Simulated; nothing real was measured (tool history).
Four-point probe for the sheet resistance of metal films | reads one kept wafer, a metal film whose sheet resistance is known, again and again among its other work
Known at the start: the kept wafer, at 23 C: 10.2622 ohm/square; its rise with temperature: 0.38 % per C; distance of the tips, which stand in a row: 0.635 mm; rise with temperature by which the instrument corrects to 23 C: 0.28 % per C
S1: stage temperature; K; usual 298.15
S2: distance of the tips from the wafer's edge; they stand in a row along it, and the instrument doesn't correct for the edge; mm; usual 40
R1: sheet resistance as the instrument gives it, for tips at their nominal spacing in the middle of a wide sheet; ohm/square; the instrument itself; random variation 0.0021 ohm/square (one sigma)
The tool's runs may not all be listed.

| run | hour | S1 | S2 | R1 |
|---|---|---|---|---|
| 1 | 0.0 | 298.15 | 40 | 10.265379 |
| 2 | 44.0 | 298.15 | 40 | 10.265305 |
| 3 | 103.8 | 298.15 | 40 | 10.265625 |
| 4 | 143.5 | 295.15 | 40 | 10.236348 |
| 5 | 225.8 | 295.15 | 40 | 10.232102 |
| 6 | 260.5 | 295.15 | 40 | 10.231235 |
| 7 | 297.5 | 298.15 | 40 | 10.258133 |
| 8 | 364.8 | 298.15 | 40 | 10.260481 |
| 9 | 418.0 | 298.15 | 40 | 10.261375 |
| 10 | 486.9 | 298.15 | 40 | 10.257549 |
| 11 | 552.1 | 298.15 | 9 | 10.283123 |
| 12 | 621.3 | 296.15 | 9 | 10.262905 |
| 13 | 661.4 | 296.15 | 9 | 10.259530 |
| 14 | 724.9 | 298.15 | 40 | 10.254039 |
| 15 | 770.6 | 298.15 | 40 | 10.251823 |
| 16 | 818.9 | 298.15 | 40 | 10.249300 |
| 17 | 895.0 | 298.15 | 40 | 10.247094 |
| 18 | 967.0 | 298.15 | 40 | 10.247809 |
| 19 | 1043.1 | 298.15 | 40 | 10.244179 |
| 20 | 1128.1 | 298.15 | 40 | 10.241603 |
| 21 | 1174.4 | 304.15 | 40 | 10.308371 |
| 22 | 1256.0 | 296.15 | 40 | 10.218092 |
| 23 | 1321.9 | 296.15 | 40 | 10.220101 |
| 24 | 1366.5 | 291.15 | 47 | 10.168589 |
| 25 | 1422.6 | 293.15 | 11 | 10.202555 |
| 26 | 1468.5 | 298.15 | 11 | 10.253398 |
| 27 | 1523.4 | 306.15 | 29 | 10.322834 |
| 28 | 1565.8 | 306.15 | 29 | 10.318045 |
| 29 | 1622.1 | 306.15 | 29 | 10.318208 |
| 30 | 1698.0 | 302.15 | 29 | 10.278017 |
| 31 | 1761.2 | 291.15 | 13 | 10.167615 |
| 32 | 1835.5 | 291.15 | 13 | 10.166032 |
| 33 | 1872.9 | 299.15 | 27 | 10.239281 |
|  | 1919.3 | stage's thermometer calibrated |
| 34 | 1952.3 | 294.15 | 7 | 10.235422 |
| 35 | 2031.4 | 294.15 | 7 | 10.236803 |
| 36 | 2085.3 | 302.15 | 3 | 10.519572 |
| 37 | 2125.2 | 305.15 | 4 | 10.444742 |
| 38 | 2194.6 | 299.15 | 23 | 10.247398 |
| 39 | 2244.3 | 301.15 | 4 | 10.398034 |
| 40 | 2323.5 | 306.15 | 8 | 10.345826 |

Forecast each of these 4 alternatives for the next run:
| A | 2364.8 | 299.15 | 30 | ? |
| B | 2364.8 | 291.15 | 24 | ? |
| C | 2364.8 | 298.15 | 4 | ? |
| D | 2364.8 | 305.15 | 30 | ? |

| run | R1 |
|---|---|
| A | 10.242574 |
| B | 10.154971 |
| C | 10.363239 |
| D | 10.301524 |
Without the tool's hidden state the same runs would have given:
| run | R1 |
|---|---|
| A | 10.298397 |
| B | 10.210344 |
| C | 10.419666 |
| D | 10.357648 |
